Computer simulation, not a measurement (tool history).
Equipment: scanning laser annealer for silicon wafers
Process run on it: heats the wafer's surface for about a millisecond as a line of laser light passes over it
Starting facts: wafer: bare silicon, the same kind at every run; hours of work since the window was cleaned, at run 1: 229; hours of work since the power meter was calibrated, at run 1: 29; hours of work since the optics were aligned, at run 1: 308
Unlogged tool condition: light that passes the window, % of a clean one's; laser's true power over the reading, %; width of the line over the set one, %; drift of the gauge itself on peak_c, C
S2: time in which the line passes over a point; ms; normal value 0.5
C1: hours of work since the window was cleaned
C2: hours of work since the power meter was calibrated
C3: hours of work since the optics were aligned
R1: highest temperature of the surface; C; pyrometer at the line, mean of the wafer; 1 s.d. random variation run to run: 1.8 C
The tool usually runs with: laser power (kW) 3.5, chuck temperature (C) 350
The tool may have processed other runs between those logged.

run 1 hour=0 | laser_power_(kW)=3.5 S2=0.5 chuck_temperature_(C)=350 | C1=229 C2=29 C3=308 | R1=1053
run 2 hour=14.6 | laser_power_(kW)=3.5 S2=0.5 chuck_temperature_(C)=350 | C1=241 C2=41 C3=319 | R1=1056
run 3 hour=27.8 | laser_power_(kW)=3.5 S2=0.5 chuck_temperature_(C)=350 | C1=251 C2=51 C3=330 | R1=1058
run 4 hour=37.1 | laser_power_(kW)=3.5 S2=0.5 chuck_temperature_(C)=350 | C1=258 C2=58 C3=337 | R1=1058
run 5 hour=48.6 | laser_power_(kW)=3.5 S2=0.5 chuck_temperature_(C)=381 | C1=267 C2=68 C3=346 | R1=1086
run 6 hour=59.4 | laser_power_(kW)=3.5 S2=0.5 chuck_temperature_(C)=381 | C1=276 C2=76 C3=354 | R1=1086
run 7 hour=67.9 | laser_power_(kW)=3.5 S2=0.449 chuck_temperature_(C)=350 | C1=282 C2=83 C3=361 | R1=1012
run 8 hour=75.8 | laser_power_(kW)=3.575 S2=0.554 chuck_temperature_(C)=352 | C1=289 C2=89 C3=367 | R1=1115
run 9 hour=89 | laser_power_(kW)=3.575 S2=0.554 chuck_temperature_(C)=352 | C1=299 C2=99 C3=377 | R1=1115
run 10 hour=97.5 | laser_power_(kW)=3.799 S2=0.554 chuck_temperature_(C)=317 | C1=306 C2=106 C3=384 | R1=1139
run 11 hour=107.5 | laser_power_(kW)=3.799 S2=0.554 chuck_temperature_(C)=317 | C1=313 C2=114 C3=392 | R1=1132
run 12 hour=117.8 | laser_power_(kW)=3.345 S2=0.554 chuck_temperature_(C)=317 | C1=322 C2=122 C3=400 | R1=1023
run 13 hour=125.9 | laser_power_(kW)=3.255 S2=0.5 chuck_temperature_(C)=332 | C1=328 C2=128 C3=406 | R1=972

Below, some changes in R1 between adjacent runs. For each, the amount present without the hidden state too (settings, incoming material, random variation) and the amount remaining for the hidden state with gauge scatter not shared by both compared results:
Run 7 -> 8: laser power (kW) 3.5 -> 3.575, S2 0.449 -> 0.554, chuck temperature (C) 350 -> 352. R1 +103 C: hidden state -4, all else +107.
Run 11 -> 12: laser power (kW) 3.799 -> 3.345. R1 -109 C: hidden state +4, all else -113.
